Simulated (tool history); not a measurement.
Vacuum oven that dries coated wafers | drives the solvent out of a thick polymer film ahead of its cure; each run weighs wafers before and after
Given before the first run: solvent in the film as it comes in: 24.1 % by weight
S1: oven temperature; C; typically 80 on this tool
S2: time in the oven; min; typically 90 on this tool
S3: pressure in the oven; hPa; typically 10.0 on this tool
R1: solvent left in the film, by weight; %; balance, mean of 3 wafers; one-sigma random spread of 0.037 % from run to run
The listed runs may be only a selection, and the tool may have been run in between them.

run,hour,S1,S2,S3,R1
1,0.0,80,90,10.0,1.21
2,17.1,80,90,10.0,1.13
3,45.3,80,90,10.0,1.10
4,61.2,80,90,10.0,1.14
5,81.2,80,90,10.0,1.17
6,114.9,80,90,10.0,1.13
7,137.1,80,118,10.0,0.68
8,169.9,80,118,10.0,0.68
9,191.9,80,118,10.0,0.65
10,212.2,80,118,10.0,0.69
11,230.3,80,118,10.0,0.66
12,250.1,80,118,10.0,0.63
13,278.1,80,90,10.0,1.09
14,292.9,80,90,10.0,1.08
15,319.5,80,90,10.0,1.14
16,343.5,80,90,10.0,1.11
17,366.2,80,90,10.0,1.18
18,391.2,80,90,10.0,1.13
19,410.8,89,111,30.6,0.86
20,442.3,89,111,30.6,0.84
21,473.0,85,85,14.7,0.67
22,487.0,85,85,14.7,0.68
23,505.3,80,67,11.9,2.05
24,529.5,80,100,18.6,1.21
25,544.3,87,90,10.0,0.47
26,567.6,80,76,23.9,2.01
27,587.2,80,76,23.9,2.01
28,601.0,80,76,23.9,2.05
29,615.4,80,158,23.9,1.02
30,636.2,86,90,15.0,0.62
31,651.3,86,106,15.0,0.51
32,666.7,86,106,15.0,0.60
33,693.0,86,106,15.0,0.50
34,726.2,66,106,6.0,5.36
35,756.4,80,91,34.0,1.83

Measured less the same run without the tool's hidden state. The same run-to-run variation is in both; the gauge's scatter may not be:
The tool's hidden condition here consists of: true wafer temperature over the reading, C; true pressure over the reading, kPa; drift of the gauge itself on solvent_pct, %.
run,R1
1,-0.09
2,-0.09
3,-0.09
4,-0.09
5,-0.10
6,-0.11
7,-0.04
8,-0.04
9,-0.04
10,-0.05
11,-0.04
12,-0.05
13,-0.13
14,-0.13
15,-0.13
16,-0.13
17,-0.13
18,-0.14
19,+0.00
20,-0.01
21,-0.05
22,-0.05
23,-0.28
24,-0.12
25,-0.01
26,-0.25
27,-0.25
28,-0.26
29,-0.02
30,-0.04
31,-0.01
32,+0.00
33,+0.00
34,-0.60
35,-0.22

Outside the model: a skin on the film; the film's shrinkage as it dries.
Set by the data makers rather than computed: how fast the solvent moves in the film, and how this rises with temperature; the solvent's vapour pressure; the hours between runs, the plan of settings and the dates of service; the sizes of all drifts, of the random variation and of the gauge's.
